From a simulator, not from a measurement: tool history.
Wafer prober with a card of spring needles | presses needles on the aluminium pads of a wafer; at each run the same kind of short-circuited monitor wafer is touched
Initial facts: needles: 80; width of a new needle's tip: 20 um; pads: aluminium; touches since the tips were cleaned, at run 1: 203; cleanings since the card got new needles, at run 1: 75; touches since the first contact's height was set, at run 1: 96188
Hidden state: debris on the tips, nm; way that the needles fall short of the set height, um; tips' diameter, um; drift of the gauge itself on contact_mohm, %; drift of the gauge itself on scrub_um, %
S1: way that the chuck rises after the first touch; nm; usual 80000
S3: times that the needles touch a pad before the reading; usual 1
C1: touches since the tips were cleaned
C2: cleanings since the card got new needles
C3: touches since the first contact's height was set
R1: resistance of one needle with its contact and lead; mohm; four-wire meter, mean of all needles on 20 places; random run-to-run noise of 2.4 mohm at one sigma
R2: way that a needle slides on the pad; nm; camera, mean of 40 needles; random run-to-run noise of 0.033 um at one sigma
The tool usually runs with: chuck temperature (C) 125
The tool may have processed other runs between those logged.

run 1 hour=0.0 | S1=80000 chuck_temperature_(C)=125 S3=1 | C1=203 C2=75 C3=96188 | R1=272 R2=14840
-- hour=9.8 tips cleaned on abrasive film
-- hour=19.6 tips cleaned on abrasive film
run 2 hour=25.1 | S1=80000 chuck_temperature_(C)=125 S3=1 | C1=2978 C2=77 C3=109734 | R1=293 R2=14830
-- hour=29.2 tips cleaned on abrasive film
-- hour=29.5 height of the first contact set anew
-- hour=39.7 tips cleaned on abrasive film
run 3 hour=39.7 | S1=81000 chuck_temperature_(C)=125 S3=1 | C1=0 C2=79 C3=5493 | R1=266 R2=14920
-- hour=48.9 tips cleaned on abrasive film
run 4 hour=56.4 | S1=81000 chuck_temperature_(C)=125 S3=1 | C1=4060 C2=80 C3=14546 | R1=296 R2=14900
-- hour=59.2 tips cleaned on abrasive film
-- hour=69.5 tips cleaned on abrasive film
run 5 hour=72.2 | S1=81000 chuck_temperature_(C)=125 S3=1 | C1=1437 C2=82 C3=23015 | R1=283 R2=14900
-- hour=81.0 height of the first contact set anew, once more
-- hour=81.1 tips cleaned on abrasive film
-- hour=91.0 tips cleaned on abrasive film
run 6 hour=91.2 | S1=80000 chuck_temperature_(C)=125 S3=1 | C1=126 C2=84 C3=5436 | R1=268 R2=14970
-- hour=100.7 tips cleaned on abrasive film
run 7 hour=104.3 | S1=80000 chuck_temperature_(C)=125 S3=1 | C1=1924 C2=85 C3=12472 | R1=290 R2=14890
-- hour=111.0 tips cleaned on abrasive film
-- hour=120.7 tips cleaned on abrasive film
-- hour=130.0 tips cleaned on abrasive film
run 8 hour=132.2 | S1=80000 chuck_temperature_(C)=125 S3=1 | C1=1179 C2=88 C3=27495 | R1=283 R2=14930
-- hour=140.1 tips cleaned on abrasive film
-- hour=150.3 tips cleaned on abrasive film
run 9 hour=150.3 | S1=80000 chuck_temperature_(C)=125 S3=1 | C1=0 C2=90 C3=37253 | R1=277 R2=14890
-- hour=160.9 tips cleaned on abrasive film
-- hour=170.1 tips cleaned on abrasive film
run 10 hour=174.6 | S1=80000 chuck_temperature_(C)=125 S3=1 | C1=2443 C2=92 C3=50400 | R1=289 R2=14900
-- hour=181.2 tips cleaned on abrasive film
-- hour=190.7 tips cleaned on abrasive film
run 11 hour=194.7 | S1=80000 chuck_temperature_(C)=125 S3=1 | C1=2165 C2=94 C3=61227 | R1=293 R2=14920
-- hour=200.4 tips cleaned on abrasive film
-- hour=210.6 tips cleaned on abrasive film
-- hour=221.3 tips cleaned on abrasive film
run 12 hour=222.8 | S1=80000 chuck_temperature_(C)=125 S3=1 | C1=831 C2=97 C3=76338 | R1=281 R2=14830
-- hour=231.2 tips cleaned on abrasive film
run 13 hour=237.1 | S1=80000 chuck_temperature_(C)=125 S3=1 | C1=3195 C2=98 C3=84088 | R1=304 R2=14820
-- hour=241.0 tips cleaned on abrasive film
-- hour=250.2 tips cleaned on abrasive film
run 14 hour=255.2 | S1=80000 chuck_temperature_(C)=125 S3=1 | C1=2745 C2=100 C3=93844 | R1=297 R2=14770
-- hour=259.7 tips cleaned on abrasive film
-- hour=270.0 tips cleaned on abrasive film
-- hour=279.9 tips cleaned on abrasive film
run 15 hour=279.9 | S1=80000 chuck_temperature_(C)=125 S3=1 | C1=0 C2=103 C3=107114 | R1=275 R2=14720
-- hour=289.2 height of the first contact set anew
-- hour=290.7 tips cleaned on abrasive film
run 16 hour=294.7 | S1=80000 chuck_temperature_(C)=125 S3=1 | C1=2170 C2=104 C3=2925 | R1=292 R2=14950
-- hour=300.1 tips cleaned on abrasive film
-- hour=310.2 tips cleaned on abrasive film
run 17 hour=316.3 | S1=80000 chuck_temperature_(C)=125 S3=1 | C1=3289 C2=106 C3=14578 | R1=298 R2=14920
-- hour=319.9 tips cleaned on abrasive film
-- hour=330.3 tips cleaned on abrasive film
run 18 hour=336.2 | S1=80000 chuck_temperature_(C)=125 S3=1 | C1=3243 C2=108 C3=25333 | R1=303 R2=14970
-- hour=340.6 tips cleaned on abrasive film
-- hour=351.1 tips cleaned on abrasive film
run 19 hour=352.2 | S1=80000 chuck_temperature_(C)=125 S3=1 | C1=647 C2=110 C3=33948 | R1=281 R2=14900
-- hour=361.7 tips cleaned on abrasive film
run 20 hour=370.2 | S1=80000 chuck_temperature_(C)=119 S3=1 | C1=4658 C2=111 C3=43685 | R1=311 R2=14930
-- hour=372.1 tips cleaned on abrasive film
-- hour=381.6 tips cleaned on abrasive film
-- hour=392.8 tips cleaned on abrasive film
run 21 hour=398.8 | S1=80000 chuck_temperature_(C)=119 S3=1 | C1=3257 C2=114 C3=59057 | R1=298 R2=14870
-- hour=403.9 tips cleaned on abrasive film
-- hour=414.7 tips cleaned on abrasive film
run 22 hour=416.5 | S1=80000 chuck_temperature_(C)=87 S3=1 | C1=976 C2=116 C3=68594 | R1=270 R2=14890
-- hour=425.8 tips cleaned on abrasive film
-- hour=435.4 tips cleaned on abrasive film
run 23 hour=443.1 | S1=80000 chuck_temperature_(C)=87 S3=1 | C1=4141 C2=118 C3=82946 | R1=296 R2=14810
-- hour=446.7 tips cleaned on abrasive film
-- hour=456.2 tips cleaned on abrasive film
run 24 hour=461.5 | S1=94000 chuck_temperature_(C)=125 S3=3 | C1=2905 C2=120 C3=92903 | R1=273 R2=17340
-- hour=465.5 tips cleaned on abrasive film
-- hour=475.4 tips cleaned on abrasive film
-- hour=486.3 tips cleaned on abrasive film
run 25 hour=486.3 | S1=76000 chuck_temperature_(C)=62 S3=2 | C1=0 C2=123 C3=106240 | R1=257 R2=14000
-- hour=497.0 tips cleaned on abrasive film
-- hour=497.3 height of the first contact set anew
-- hour=507.6 tips cleaned on abrasive film
run 26 hour=510.5 | S1=77000 chuck_temperature_(C)=28 S3=2 | C1=1592 C2=125 C3=7139 | R1=256 R2=14430
-- hour=518.4 tips cleaned on abrasive film
-- hour=528.4 tips cleaned on abrasive film
run 27 hour=530.9 | S1=81000 chuck_temperature_(C)=125 S3=2 | C1=1351 C2=127 C3=18145 | R1=279 R2=15070
-- hour=539.5 tips cleaned on abrasive film
-- hour=549.8 tips cleaned on abrasive film
run 28 hour=549.8 | S1=81000 chuck_temperature_(C)=125 S3=2 | C1=0 C2=129 C3=28304 | R1=272 R2=15140

What if the next run were any one of these 5? Each begins from the tool's condition after run 28:
-- hour=560.0 tips cleaned on abrasive film
-- hour=570.2 tips cleaned on abrasive film
run A hour=576.1 | S1=80000 chuck_temperature_(C)=29 S3=1 | C1=3210 C2=131 C3=42548 | R1=? R2=?
-- hour=560.0 tips cleaned on abrasive film
-- hour=570.2 tips cleaned on abrasive film
run B hour=576.1 | S1=99000 chuck_temperature_(C)=41 S3=1 | C1=3210 C2=131 C3=42548 | R1=? R2=?
-- hour=560.0 tips cleaned on abrasive film
-- hour=570.2 tips cleaned on abrasive film
run C hour=576.1 | S1=69000 chuck_temperature_(C)=39 S3=2 | C1=3210 C2=131 C3=42548 | R1=? R2=?
-- hour=560.0 tips cleaned on abrasive film
-- hour=570.2 tips cleaned on abrasive film
run D hour=576.1 | S1=76000 chuck_temperature_(C)=27 S3=2 | C1=3210 C2=131 C3=42548 | R1=? R2=?
-- hour=560.0 tips cleaned on abrasive film
-- hour=570.2 tips cleaned on abrasive film
run E hour=576.1 | S1=80000 chuck_temperature_(C)=27 S3=1 | C1=3210 C2=131 C3=42548 | R1=? R2=?

run=A R1=277 R2=14900
run=B R1=269 R2=18440
run=C R1=273 R2=12820
run=D R1=266 R2=14140
run=E R1=282 R2=14860
Without the tool's unlogged condition, the same runs would have read:
run=A R1=238 R2=14970
run=B R1=243 R2=18520
run=C R1=243 R2=12890
run=D R1=239 R2=14210
run=E R1=242 R2=14930
